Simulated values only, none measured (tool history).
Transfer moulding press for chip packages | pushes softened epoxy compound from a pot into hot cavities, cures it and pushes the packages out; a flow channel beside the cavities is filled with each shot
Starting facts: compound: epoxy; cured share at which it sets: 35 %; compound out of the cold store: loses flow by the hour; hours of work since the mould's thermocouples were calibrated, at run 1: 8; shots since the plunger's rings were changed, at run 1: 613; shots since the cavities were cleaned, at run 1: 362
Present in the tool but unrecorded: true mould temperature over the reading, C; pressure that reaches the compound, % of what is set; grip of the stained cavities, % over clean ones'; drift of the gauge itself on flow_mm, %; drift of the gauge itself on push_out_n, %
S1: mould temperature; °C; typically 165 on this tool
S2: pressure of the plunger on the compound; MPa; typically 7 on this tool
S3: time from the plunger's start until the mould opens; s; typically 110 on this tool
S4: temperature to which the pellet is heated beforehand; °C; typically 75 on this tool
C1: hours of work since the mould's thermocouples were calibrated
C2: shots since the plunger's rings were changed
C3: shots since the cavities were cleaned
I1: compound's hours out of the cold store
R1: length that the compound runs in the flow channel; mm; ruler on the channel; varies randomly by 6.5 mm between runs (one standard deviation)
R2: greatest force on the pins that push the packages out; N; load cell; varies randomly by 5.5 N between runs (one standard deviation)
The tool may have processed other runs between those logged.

{"run": 1, "hour": 0.0, "S1": 165, "S2": 7, "S3": 110, "S4": 75, "C1": 8, "C2": 613, "C3": 362, "I1": 30.5, "R1": 712, "R2": 284}
{"run": 2, "hour": 14.4, "S1": 165, "S2": 7, "S3": 110, "S4": 75, "C1": 14, "C2": 727, "C3": 476, "I1": 38.6, "R1": 712, "R2": 285}
{"run": 3, "hour": 24.6, "S1": 165, "S2": 7, "S3": 117, "S4": 75, "C1": 19, "C2": 808, "C3": 557, "I1": 32.9, "R1": 707, "R2": 285}
{"run": 4, "hour": 45.9, "S1": 165, "S2": 7, "S3": 117, "S4": 75, "C1": 29, "C2": 976, "C3": 725, "I1": 46.4, "R1": 676, "R2": 305}
{"run": 5, "hour": 60.8, "S1": 165, "S2": 7, "S3": 117, "S4": 75, "C1": 36, "C2": 1094, "C3": 843, "I1": 16.3, "R1": 738, "R2": 314}
{"run": 6, "hour": 77.6, "S1": 165, "S2": 7, "S3": 117, "S4": 75, "C1": 44, "C2": 1227, "C3": 976, "I1": 19.5, "R1": 728, "R2": 320}
{"hour": 89.0, "done": "cavities cleaned with cleaning compound and waxed"}
{"run": 7, "hour": 89.0, "S1": 158, "S2": 7, "S3": 117, "S4": 75, "C1": 49, "C2": 1306, "C3": 0, "I1": 40.4, "R1": 696, "R2": 259}
{"run": 8, "hour": 106.1, "S1": 165, "S2": 7, "S3": 110, "S4": 75, "C1": 57, "C2": 1441, "C3": 135, "I1": 35.2, "R1": 693, "R2": 233}
{"run": 9, "hour": 122.2, "S1": 165, "S2": 7, "S3": 110, "S4": 75, "C1": 64, "C2": 1568, "C3": 262, "I1": 10.6, "R1": 755, "R2": 252}
{"run": 10, "hour": 132.5, "S1": 165, "S2": 6.14, "S3": 110, "S4": 75, "C1": 69, "C2": 1650, "C3": 344, "I1": 35, "R1": 664, "R2": 279}
{"run": 11, "hour": 154.0, "S1": 165, "S2": 6.14, "S3": 110, "S4": 75, "C1": 79, "C2": 1819, "C3": 513, "I1": 37.9, "R1": 655, "R2": 282}
{"run": 12, "hour": 165.4, "S1": 164, "S2": 7, "S3": 110, "S4": 75, "C1": 84, "C2": 1909, "C3": 603, "I1": 34, "R1": 695, "R2": 304}
{"run": 13, "hour": 179.1, "S1": 164, "S2": 7, "S3": 110, "S4": 75, "C1": 91, "C2": 2018, "C3": 712, "I1": 41.5, "R1": 686, "R2": 319}
{"run": 14, "hour": 196.6, "S1": 164, "S2": 7, "S3": 110, "S4": 75, "C1": 99, "C2": 2156, "C3": 850, "I1": 14.6, "R1": 728, "R2": 356}
{"run": 15, "hour": 208.2, "S1": 159, "S2": 5.99, "S3": 110, "S4": 75, "C1": 104, "C2": 2248, "C3": 942, "I1": 15.1, "R1": 689, "R2": 495}
{"hour": 224.7, "done": "cavities cleaned with cleaning compound and waxed"}
{"run": 16, "hour": 232.1, "S1": 164, "S2": 7.01, "S3": 135, "S4": 66, "C1": 115, "C2": 2425, "C3": 59, "I1": 13.2, "R1": 747, "R2": 186}
{"run": 17, "hour": 243.2, "S1": 161, "S2": 7.01, "S3": 91, "S4": 66, "C1": 120, "C2": 2513, "C3": 147, "I1": 13.9, "R1": 731, "R2": 429}
{"run": 18, "hour": 264.3, "S1": 172, "S2": 7, "S3": 110, "S4": 71, "C1": 130, "C2": 2679, "C3": 313, "I1": 19.9, "R1": 697, "R2": 222}
{"run": 19, "hour": 282.9, "S1": 168, "S2": 7, "S3": 107, "S4": 75, "C1": 139, "C2": 2827, "C3": 461, "I1": 27.2, "R1": 695, "R2": 271}
{"run": 20, "hour": 305.9, "S1": 159, "S2": 7.76, "S3": 112, "S4": 70, "C1": 149, "C2": 3008, "C3": 642, "I1": 33.1, "R1": 750, "R2": 422}
{"run": 21, "hour": 325.9, "S1": 159, "S2": 7.76, "S3": 112, "S4": 70, "C1": 159, "C2": 3167, "C3": 801, "I1": 8.1, "R1": 809, "R2": 481}
{"run": 22, "hour": 342.8, "S1": 159, "S2": 7.76, "S3": 112, "S4": 70, "C1": 167, "C2": 3300, "C3": 934, "I1": 13.1, "R1": 791, "R2": 478}
{"hour": 360.5, "done": "cavities cleaned with cleaning compound and waxed"}
{"run": 23, "hour": 364.7, "S1": 160, "S2": 7.76, "S3": 102, "S4": 70, "C1": 176, "C2": 3462, "C3": 33, "I1": 26.7, "R1": 752, "R2": 317}
{"run": 24, "hour": 375.9, "S1": 160, "S2": 7.76, "S3": 139, "S4": 70, "C1": 181, "C2": 3550, "C3": 121, "I1": 23, "R1": 740, "R2": 221}
{"run": 25, "hour": 392.3, "S1": 165, "S2": 7, "S3": 110, "S4": 78, "C1": 189, "C2": 3680, "C3": 251, "I1": 41.5, "R1": 677, "R2": 234}
{"run": 26, "hour": 408.5, "S1": 165, "S2": 7, "S3": 110, "S4": 67, "C1": 197, "C2": 3808, "C3": 379, "I1": 25.7, "R1": 690, "R2": 264}
{"run": 27, "hour": 422.6, "S1": 165, "S2": 7, "S3": 110, "S4": 74, "C1": 203, "C2": 3920, "C3": 491, "I1": 47, "R1": 666, "R2": 281}
{"run": 28, "hour": 435.8, "S1": 165, "S2": 7, "S3": 110, "S4": 74, "C1": 209, "C2": 4024, "C3": 595, "I1": 25.4, "R1": 694, "R2": 317}

Branching from run 28: 4 alternative next runs. What would each branch give?
{"run": "A", "hour": 451.3, "S1": 165, "S2": 8.57, "S3": 142, "S4": 75, "C1": 217, "C2": 4146, "C3": 717, "I1": 11.3, "R1": "?", "R2": "?"}
{"run": "B", "hour": 451.3, "S1": 167, "S2": 7, "S3": 133, "S4": 74, "C1": 217, "C2": 4146, "C3": 717, "I1": 30.2, "R1": "?", "R2": "?"}
{"run": "C", "hour": 451.3, "S1": 165, "S2": 7, "S3": 110, "S4": 83, "C1": 217, "C2": 4146, "C3": 717, "I1": 41, "R1": "?", "R2": "?"}
{"run": "D", "hour": 451.3, "S1": 167, "S2": 7, "S3": 90, "S4": 70, "C1": 217, "C2": 4146, "C3": 717, "I1": 17.8, "R1": "?", "R2": "?"}

run=A R1=783 R2=284
run=B R1=673 R2=273
run=C R1=670 R2=288
run=D R1=698 R2=385
With the hidden condition removed and each run's random variation left untouched, the same runs would have given:
run=A R1=822 R2=171
run=B R1=706 R2=163
run=C R1=703 R2=167
run=D R1=733 R2=234
